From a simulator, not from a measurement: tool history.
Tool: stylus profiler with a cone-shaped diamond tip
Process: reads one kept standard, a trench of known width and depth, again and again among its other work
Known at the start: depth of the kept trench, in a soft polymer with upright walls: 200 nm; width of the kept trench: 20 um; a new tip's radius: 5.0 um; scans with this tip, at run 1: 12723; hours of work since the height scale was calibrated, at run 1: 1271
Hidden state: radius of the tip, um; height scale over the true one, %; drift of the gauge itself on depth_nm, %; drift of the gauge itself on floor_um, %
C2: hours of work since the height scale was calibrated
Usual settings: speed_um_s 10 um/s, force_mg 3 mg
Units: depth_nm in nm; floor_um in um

{"run": 1, "day": 0.0, "speed_um_s": 10, "force_mg": 3, "scans with this tip": 12723, "C2": 1271, "depth_nm": 200.88, "floor_um": 16.15}
{"run": 2, "day": 1.692, "speed_um_s": 10, "force_mg": 3, "scans with this tip": 12982, "C2": 1297, "depth_nm": 200.9, "floor_um": 16.11}
{"run": 3, "day": 2.433, "speed_um_s": 10, "force_mg": 3, "scans with this tip": 13094, "C2": 1308, "depth_nm": 201.07, "floor_um": 16.17}
{"run": 4, "day": 3.733, "speed_um_s": 10, "force_mg": 3, "scans with this tip": 13293, "C2": 1328, "depth_nm": 200.8, "floor_um": 16.1}
{"run": 5, "day": 5.338, "speed_um_s": 10, "force_mg": 3, "scans with this tip": 13538, "C2": 1352, "depth_nm": 200.98, "floor_um": 16.12}
{"run": 6, "day": 6.975, "speed_um_s": 10, "force_mg": 3, "scans with this tip": 13788, "C2": 1377, "depth_nm": 200.97, "floor_um": 16.05}
{"run": 7, "day": 8.338, "speed_um_s": 5, "force_mg": 3, "scans with this tip": 13996, "C2": 1398, "depth_nm": 200.85, "floor_um": 16.13}
{"run": 8, "day": 10.104, "speed_um_s": 5, "force_mg": 3, "scans with this tip": 14265, "C2": 1425, "depth_nm": 200.87, "floor_um": 16.12}
{"run": 9, "day": 11.746, "speed_um_s": 3, "force_mg": 2.95, "scans with this tip": 14516, "C2": 1450, "depth_nm": 200.77, "floor_um": 16.03}
{"day": 11.892, "done": "height scale calibrated on a step standard"}
{"run": 10, "day": 12.525, "speed_um_s": 3, "force_mg": 8.38, "scans with this tip": 14632, "C2": 10, "depth_nm": 201.96, "floor_um": 16.07}
{"run": 11, "day": 14.275, "speed_um_s": 4, "force_mg": 2.54, "scans with this tip": 14899, "C2": 36, "depth_nm": 200.01, "floor_um": 16.11}
{"day": 15.379, "done": "height scale calibrated on a step standard, once more"}
{"run": 12, "day": 15.45, "speed_um_s": 26, "force_mg": 1.55, "scans with this tip": 15076, "C2": 1, "depth_nm": 201.29, "floor_um": 15.9}
{"run": 13, "day": 17.15, "speed_um_s": 26, "force_mg": 1.55, "scans with this tip": 15335, "C2": 27, "depth_nm": 201.27, "floor_um": 15.81}
{"run": 14, "day": 18.012, "speed_um_s": 12, "force_mg": 6.71, "scans with this tip": 15467, "C2": 40, "depth_nm": 203.21, "floor_um": 15.98}
{"run": 15, "day": 18.888, "speed_um_s": 12, "force_mg": 6.71, "scans with this tip": 15600, "C2": 54, "depth_nm": 203.12, "floor_um": 16}

Forecast each of these 5 alternatives for the next run:
{"run": "A", "day": 20.217, "speed_um_s": 2, "force_mg": 1.35, "scans with this tip": 15803, "C2": 74, "depth_nm": "?", "floor_um": "?"}
{"run": "B", "day": 20.217, "speed_um_s": 2, "force_mg": 5.05, "scans with this tip": 15803, "C2": 74, "depth_nm": "?", "floor_um": "?"}
{"run": "C", "day": 20.217, "speed_um_s": 2, "force_mg": 1.92, "scans with this tip": 15803, "C2": 74, "depth_nm": "?", "floor_um": "?"}
{"run": "D", "day": 20.217, "speed_um_s": 10, "force_mg": 5.93, "scans with this tip": 15803, "C2": 74, "depth_nm": "?", "floor_um": "?"}
{"run": "E", "day": 20.217, "speed_um_s": 36, "force_mg": 4.35, "scans with this tip": 15803, "C2": 74, "depth_nm": "?", "floor_um": "?"}

run=A depth_nm=201.14 floor_um=15.99
run=B depth_nm=202.64 floor_um=16.04
run=C depth_nm=201.44 floor_um=15.96
run=D depth_nm=202.98 floor_um=15.96
run=E depth_nm=202.28 floor_um=15.86
Without the tool's hidden state the same runs would have given:
run=A depth_nm=201.08 floor_um=17.18
run=B depth_nm=202.58 floor_um=17.24
run=C depth_nm=201.37 floor_um=17.16
run=D depth_nm=202.92 floor_um=17.16
run=E depth_nm=202.21 floor_um=17.06
